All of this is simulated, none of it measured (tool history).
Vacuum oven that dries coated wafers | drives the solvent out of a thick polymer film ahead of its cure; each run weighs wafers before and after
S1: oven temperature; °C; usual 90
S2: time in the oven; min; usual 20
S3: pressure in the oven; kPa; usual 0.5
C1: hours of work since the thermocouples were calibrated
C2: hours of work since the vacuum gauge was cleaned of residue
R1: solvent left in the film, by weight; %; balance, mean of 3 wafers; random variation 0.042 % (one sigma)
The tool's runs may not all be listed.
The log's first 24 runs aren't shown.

run 25 hour=1647.5 | S1=78 S2=14 S3=0.31 | C1=1076 C2=905 | R1=7.87
run 26 hour=1706.7 | S1=98 S2=20 S3=0.493 | C1=1102 C2=932 | R1=0.86
run 27 hour=1751.1 | S1=98 S2=20 S3=0.493 | C1=1122 C2=952 | R1=0.83
run 28 hour=1847.4 | S1=98 S2=20 S3=0.493 | C1=1166 C2=995 | R1=0.87
run 29 hour=1898.9 | S1=98 S2=20 S3=0.493 | C1=1189 C2=1018 | R1=0.85
run 30 hour=1999.3 | S1=98 S2=20 S3=0.493 | C1=1234 C2=1063 | R1=0.8
run 31 hour=2077.5 | S1=81 S2=20 S3=0.322 | C1=1269 C2=1098 | R1=4.51
run 32 hour=2156.2 | S1=81 S2=20 S3=0.322 | C1=1304 C2=1134 | R1=4.47

Forecast each of these 5 alternatives for the next run:
-- hour=2170.1 oven's thermocouples calibrated
run A hour=2220.8 | S1=94 S2=20 S3=0.5 | C1=23 C2=1162 | R1=?
-- hour=2170.1 oven's thermocouples calibrated
run B hour=2220.8 | S1=88 S2=14 S3=0.5 | C1=23 C2=1162 | R1=?
-- hour=2170.1 oven's thermocouples calibrated
run C hour=2220.8 | S1=98 S2=12 S3=0.622 | C1=23 C2=1162 | R1=?
-- hour=2170.1 oven's thermocouples calibrated
run D hour=2220.8 | S1=79 S2=20 S3=1.22 | C1=23 C2=1162 | R1=?
-- hour=2170.1 oven's thermocouples calibrated
run E hour=2220.8 | S1=90 S2=20 S3=1.893 | C1=23 C2=1162 | R1=?

run=A R1=1.39
run=B R1=4.46
run=C R1=2.45
run=D R1=6.3
run=E R1=3.52
Without the tool's hidden state the same runs would have given:
run=A R1=1.39
run=B R1=4.46
run=C R1=2.45
run=D R1=6.29
run=E R1=3.52

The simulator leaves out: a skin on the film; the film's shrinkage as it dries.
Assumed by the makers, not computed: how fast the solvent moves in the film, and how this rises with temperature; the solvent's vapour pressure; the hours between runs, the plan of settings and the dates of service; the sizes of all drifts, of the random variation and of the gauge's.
